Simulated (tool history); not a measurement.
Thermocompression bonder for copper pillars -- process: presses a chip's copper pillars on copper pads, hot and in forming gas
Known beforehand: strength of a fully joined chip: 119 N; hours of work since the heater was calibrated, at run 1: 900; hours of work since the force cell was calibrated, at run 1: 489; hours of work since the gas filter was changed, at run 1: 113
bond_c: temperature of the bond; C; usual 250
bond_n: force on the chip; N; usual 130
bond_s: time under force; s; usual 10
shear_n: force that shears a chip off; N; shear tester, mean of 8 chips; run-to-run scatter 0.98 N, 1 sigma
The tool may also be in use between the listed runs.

run   hour  bond_c  bond_n  bond_s  hours of work since the heater was calibrated  hours of work since the force cell was calibrated  hours of work since the gas filter was changed  shear_n
  1      0     250     130      10                                            900                                                489                                             113     64.3
         8  -- forming gas filter changed
  2   15.6     250     130      10                                            909                                                498                                               5     74.4
  3   26.1     250     130      10                                            916                                                505                                              11     72.8
  4   37.5     250     130      10                                            923                                                512                                              18     72.3
      57.1  -- heater calibrated with a thermocouple chip
  5   62.7     250     130      10                                              3                                                525                                              31     83.3
  6   78.4     250     130      10                                             13                                                535                                              41     82.6
  7  104.3     250     130      10                                             28                                                550                                              56     80.7
  8  123.1     250     130      10                                             39                                                561                                              67     79.5
  9  140.2     250     130      10                                             50                                                572                                              78     77.8
 10  163.9     250     130      10                                             64                                                586                                              92     76.7
 11  189.9     250     130      10                                             79                                                601                                             107     74.6
     207.2  -- forming gas filter changed
 12  212.9     250     130      10                                             93                                                615                                               3     84.6
 13  229.4     250     130      10                                            103                                                625                                              13     83.1
 14  253.5     250      91      10                                            117                                                639                                              28     66.7
 15  272.1     250     130      10                                            128                                                650                                              39     82.4
 16  297.5     250     130      10                                            143                                                665                                              54     80.6
 17  316.3     250     130      28                                            154                                                676                                              65       98
 18  327.7     250     130       6                                            161                                                683                                              72     67.1
 19    345     250     130       6                                            171                                                693                                              82     68.9
 20  365.2     250     130       6                                            184                                                706                                              94     65.4
 21  380.8     250      88       5                                            193                                                715                                             104     45.7
 22  391.7     250      88       5                                            199                                                721                                             110     47.2
     404.8  -- forming gas filter changed
 23  413.4     252     169      24                                            212                                                734                                               5    109.1
 24  426.1     252     169      24                                            220                                                742                                              13    107.3
 25    446     223     184       7                                            231                                                753                                              25     65.5
 26  466.6     250     130       8                                            244                                                766                                              37     73.8
 27  491.7     223      89       9                                            259                                                781                                              52     39.7
 28  507.2     250     170      11                                            268                                                790                                              61     90.5
 29  523.8     250     170      11                                            278                                                800                                              71     87.7
 30    544     250     170      11                                            290                                                812                                              83     87.4
 31  568.3     250     170      11                                            304                                                826                                              98     85.2
 32  578.9     251     170       7                                            311                                                833                                             104     78.4
 33    594     263     130      15                                            320                                                842                                             113     90.6
     603.2  -- forming gas filter changed
 34  615.4     277      79      13                                            332                                                854                                               7     86.1
 35  637.1     250     100      10                                            345                                                867                                              20     68.6
 36  648.6     250     108      10                                            352                                                874                                              27     71.4
 37  662.6     245     184      16                                            360                                                882                                              35     97.5
 38    675     245     184      16                                            368                                                890                                              43     96.3
 39  693.9     257     130       5                                            379                                                901                                              54     69.4
 40  715.4     275     130      24                                            392                                                914                                              67      105

For each run, the measured value with the value that run would have given without the tool's hidden condition subtracted. The run-to-run variation is shared by both, the gauge scatter possibly not:
The hidden state here: true temperature of the bond over the reading, C; force that reaches the chip, % of what is set; oxide that the forming gas leaves, % of the face; drift of the gauge itself on shear_n, %.
run  shear_n
  1    -18.9
  2    -11.8
  3    -12.1
  4    -12.7
  5     -1.2
  6     -2.1
  7     -3.6
  8     -4.6
  9     -5.5
 10     -6.8
 11     -8.2
 12       +0
 13     -0.8
 14     -1.7
 15     -3.1
 16     -4.5
 17     -6.7
 18     -5.5
 19     -6.4
 20     -7.2
 21     -5.9
 22     -6.4
 23       -1
 24     -1.8
 25       -3
 26       -4
 27     -3.5
 28     -6.9
 29     -7.9
 30     -9.1
 31    -10.5
 32    -10.9
 33    -12.7
 34     -2.5
 35     -3.9
 36     -4.5
 37     -5.5
 38     -6.4
 39     -6.6
 40     -8.4
